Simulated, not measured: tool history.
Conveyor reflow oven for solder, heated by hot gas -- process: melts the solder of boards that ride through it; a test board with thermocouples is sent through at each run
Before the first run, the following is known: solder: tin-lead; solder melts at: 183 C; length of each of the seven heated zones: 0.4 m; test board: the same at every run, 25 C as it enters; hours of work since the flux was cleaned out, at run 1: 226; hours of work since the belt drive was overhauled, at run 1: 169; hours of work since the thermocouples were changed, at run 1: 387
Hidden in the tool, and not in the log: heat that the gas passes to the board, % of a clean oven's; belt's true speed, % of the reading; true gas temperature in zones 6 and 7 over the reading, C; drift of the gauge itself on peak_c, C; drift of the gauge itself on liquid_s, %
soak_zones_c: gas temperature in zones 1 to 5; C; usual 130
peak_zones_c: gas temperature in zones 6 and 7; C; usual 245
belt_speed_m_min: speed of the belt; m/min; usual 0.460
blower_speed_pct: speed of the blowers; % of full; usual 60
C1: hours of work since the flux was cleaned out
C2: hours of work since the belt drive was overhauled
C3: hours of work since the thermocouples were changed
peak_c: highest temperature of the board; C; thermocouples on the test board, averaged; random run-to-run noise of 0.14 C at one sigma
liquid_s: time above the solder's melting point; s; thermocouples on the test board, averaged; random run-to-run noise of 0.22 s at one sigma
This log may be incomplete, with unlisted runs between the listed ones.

{"run": 1, "hour": 0.0, "soak_zones_c": 130, "peak_zones_c": 245, "belt_speed_m_min": 0.46, "blower_speed_pct": 60, "C1": 226, "C2": 169, "C3": 387, "peak_c": 225.0, "liquid_s": 82.1}
{"hour": 45.1, "done": "flux residue cleaned out of gas plates and filters"}
{"run": 2, "hour": 48.2, "soak_zones_c": 123, "peak_zones_c": 245, "belt_speed_m_min": 0.46, "blower_speed_pct": 60, "C1": 2, "C2": 203, "C3": 421, "peak_c": 223.9, "liquid_s": 78.2}
{"run": 3, "hour": 101.2, "soak_zones_c": 123, "peak_zones_c": 245, "belt_speed_m_min": 0.46, "blower_speed_pct": 60, "C1": 44, "C2": 245, "C3": 463, "peak_c": 223.7, "liquid_s": 79.0}
{"run": 4, "hour": 128.6, "soak_zones_c": 123, "peak_zones_c": 245, "belt_speed_m_min": 0.46, "blower_speed_pct": 60, "C1": 66, "C2": 266, "C3": 485, "peak_c": 223.8, "liquid_s": 78.0}
{"run": 5, "hour": 193.4, "soak_zones_c": 130, "peak_zones_c": 245, "belt_speed_m_min": 0.46, "blower_speed_pct": 60, "C1": 117, "C2": 317, "C3": 536, "peak_c": 225.1, "liquid_s": 82.4}
{"run": 6, "hour": 229.8, "soak_zones_c": 130, "peak_zones_c": 245, "belt_speed_m_min": 0.46, "blower_speed_pct": 84, "C1": 145, "C2": 346, "C3": 564, "peak_c": 230.6, "liquid_s": 87.4}
{"run": 7, "hour": 273.7, "soak_zones_c": 130, "peak_zones_c": 245, "belt_speed_m_min": 0.46, "blower_speed_pct": 67, "C1": 180, "C2": 380, "C3": 599, "peak_c": 226.9, "liquid_s": 84.1}
{"hour": 290.6, "done": "thermocouples of zones 6 and 7 changed"}
{"run": 8, "hour": 341.7, "soak_zones_c": 130, "peak_zones_c": 245, "belt_speed_m_min": 0.46, "blower_speed_pct": 67, "C1": 232, "C2": 432, "C3": 40, "peak_c": 227.2, "liquid_s": 83.8}
{"hour": 378.9, "done": "flux residue cleaned out of gas plates and filters"}
{"run": 9, "hour": 394.5, "soak_zones_c": 130, "peak_zones_c": 233, "belt_speed_m_min": 0.46, "blower_speed_pct": 60, "C1": 12, "C2": 470, "C3": 78, "peak_c": 214.5, "liquid_s": 71.4}
{"run": 10, "hour": 424.8, "soak_zones_c": 130, "peak_zones_c": 233, "belt_speed_m_min": 0.46, "blower_speed_pct": 60, "C1": 36, "C2": 494, "C3": 102, "peak_c": 214.6, "liquid_s": 71.4}
{"run": 11, "hour": 469.6, "soak_zones_c": 130, "peak_zones_c": 245, "belt_speed_m_min": 0.46, "blower_speed_pct": 60, "C1": 71, "C2": 529, "C3": 137, "peak_c": 225.3, "liquid_s": 82.0}
{"run": 12, "hour": 510.4, "soak_zones_c": 130, "peak_zones_c": 245, "belt_speed_m_min": 0.46, "blower_speed_pct": 60, "C1": 104, "C2": 561, "C3": 169, "peak_c": 225.0, "liquid_s": 82.2}
{"run": 13, "hour": 547.5, "soak_zones_c": 130, "peak_zones_c": 241, "belt_speed_m_min": 0.46, "blower_speed_pct": 60, "C1": 133, "C2": 591, "C3": 198, "peak_c": 221.7, "liquid_s": 78.9}
{"run": 14, "hour": 576.3, "soak_zones_c": 130, "peak_zones_c": 241, "belt_speed_m_min": 0.46, "blower_speed_pct": 60, "C1": 155, "C2": 613, "C3": 221, "peak_c": 221.9, "liquid_s": 79.1}
{"run": 15, "hour": 611.3, "soak_zones_c": 130, "peak_zones_c": 257, "belt_speed_m_min": 0.46, "blower_speed_pct": 60, "C1": 183, "C2": 641, "C3": 249, "peak_c": 235.8, "liquid_s": 91.1}
{"run": 16, "hour": 664.1, "soak_zones_c": 130, "peak_zones_c": 245, "belt_speed_m_min": 0.528, "blower_speed_pct": 86, "C1": 225, "C2": 682, "C3": 290, "peak_c": 226.1, "liquid_s": 73.0}
{"hour": 711.6, "done": "flux residue cleaned out of gas plates and filters"}
{"run": 17, "hour": 713.9, "soak_zones_c": 138, "peak_zones_c": 245, "belt_speed_m_min": 0.429, "blower_speed_pct": 86, "C1": 2, "C2": 718, "C3": 326, "peak_c": 234.3, "liquid_s": 99.9}
{"run": 18, "hour": 766.1, "soak_zones_c": 138, "peak_zones_c": 245, "belt_speed_m_min": 0.429, "blower_speed_pct": 86, "C1": 43, "C2": 759, "C3": 367, "peak_c": 233.8, "liquid_s": 100.4}
{"run": 19, "hour": 815.5, "soak_zones_c": 138, "peak_zones_c": 245, "belt_speed_m_min": 0.429, "blower_speed_pct": 66, "C1": 82, "C2": 798, "C3": 406, "peak_c": 230.2, "liquid_s": 97.1}
{"run": 20, "hour": 848.9, "soak_zones_c": 138, "peak_zones_c": 245, "belt_speed_m_min": 0.429, "blower_speed_pct": 66, "C1": 108, "C2": 824, "C3": 432, "peak_c": 230.5, "liquid_s": 97.4}

Run 21 has not been measured yet. What should we expect?
{"run": 21, "hour": 910.6, "soak_zones_c": 138, "peak_zones_c": 245, "belt_speed_m_min": 0.429, "blower_speed_pct": 66, "C1": 157, "C2": 873, "C3": 480, "peak_c": "?", "liquid_s": "?"}

Run 21 came out at peak_c 230.5 C, liquid_s 97.0 s.
With no hidden state in the tool, this same run would have given peak_c 230.5 C, liquid_s 96.9 s.
